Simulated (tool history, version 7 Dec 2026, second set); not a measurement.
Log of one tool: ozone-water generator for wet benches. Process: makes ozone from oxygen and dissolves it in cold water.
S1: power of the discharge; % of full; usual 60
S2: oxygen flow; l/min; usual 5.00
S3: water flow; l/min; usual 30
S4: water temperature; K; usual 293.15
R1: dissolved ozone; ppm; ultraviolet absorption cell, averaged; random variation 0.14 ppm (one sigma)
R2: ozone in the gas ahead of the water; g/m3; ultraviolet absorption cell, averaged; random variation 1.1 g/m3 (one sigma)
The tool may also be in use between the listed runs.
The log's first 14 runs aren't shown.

run   hour  S1    S2  S3      S4    R1     R2
 15  360.1  60  5.00  44  293.15  11.3  186.4
 16  387.6  60  5.00  30  293.15  16.0  187.1
 17  409.6  60  5.00  30  293.15  15.7  186.4
 18  440.5  60  5.00  30  293.15  15.8  187.4
 19  458.7  87  5.00  40  293.15  17.2  253.9
 20  478.6  60  3.06  44  293.15  10.7  255.2
 21  515.5  90  3.06  24  294.15  26.1  360.1
 22  534.1  90  3.48  24  297.15  25.4  330.8
 23  570.2  41  5.00  30  296.15  11.0  134.8

Forecast run 24:
 24  606.6  68  7.38  31  293.15   ?   ?

R1: 16.8 ppm
R2: 160.4 g/m3
Without the tool's hidden state the same run would have given R1 17.1 ppm, R2 162.2 g/m3.
